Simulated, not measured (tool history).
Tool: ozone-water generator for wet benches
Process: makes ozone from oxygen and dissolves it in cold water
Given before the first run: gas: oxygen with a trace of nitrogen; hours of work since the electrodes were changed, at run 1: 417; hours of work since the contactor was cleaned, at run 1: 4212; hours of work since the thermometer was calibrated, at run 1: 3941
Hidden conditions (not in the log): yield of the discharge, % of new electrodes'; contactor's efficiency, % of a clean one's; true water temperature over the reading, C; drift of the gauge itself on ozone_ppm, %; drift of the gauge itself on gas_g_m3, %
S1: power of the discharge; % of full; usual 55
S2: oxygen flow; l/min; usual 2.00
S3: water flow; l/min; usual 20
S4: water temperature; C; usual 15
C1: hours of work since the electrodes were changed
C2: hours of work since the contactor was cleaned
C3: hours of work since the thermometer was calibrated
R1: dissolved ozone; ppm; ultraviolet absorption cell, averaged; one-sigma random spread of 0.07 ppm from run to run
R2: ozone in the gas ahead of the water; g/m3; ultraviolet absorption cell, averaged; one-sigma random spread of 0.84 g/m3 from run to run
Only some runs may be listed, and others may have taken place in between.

run   hour  S1    S2  S3  S4   C1    C2    C3     R1     R2
  1    0.0  55  2.00  20  15  417  4212  3941   8.73  133.4
  2   21.5  55  2.00  20  15  432  4227  3955   8.67  134.5
  3   44.3  55  2.00  20  15  447  4242  3970   8.72  134.4
  4   63.0  54  2.00  20  15  460  4255  3983   8.60  133.9
  5   97.2  66  2.00  20  15  483  4278  4006   9.80  153.0
  6  127.9  66  2.00  20  15  503  4298  4026   9.70  151.7
  7  164.7  66  2.00  20  18  528  4323  4051   9.48  151.1
     168.3  -- water thermometer calibrated
  8  198.4  80  2.00  20  15  550  4345    20  11.01  172.1
  9  228.2  55  2.00  23   9  570  4365    40   7.73  134.2
 10  260.4  55  2.00  23   9  592  4387    62   7.95  135.7
 11  275.7  55  2.00  23   9  602  4397    72   7.96  135.6
     311.4  -- water thermometer calibrated, once more
 12  313.7  53  2.00  23  15  627  4422     2   7.40  131.6
 13  333.9  55  1.73  20   9  641  4436    15   8.72  146.2

Pick out some run-to-run changes in R1. Of each, how much would a tool without hidden state show as well, from the settings, what came in and chance, and how much is left for the hidden state and any gauge scatter not in both results compared?
Run 8 -> 9: S1 80 -> 55, S3 20 -> 23, S4 15 -> 9. R1 -3.28 ppm: hidden state +0.08, all else -3.36.
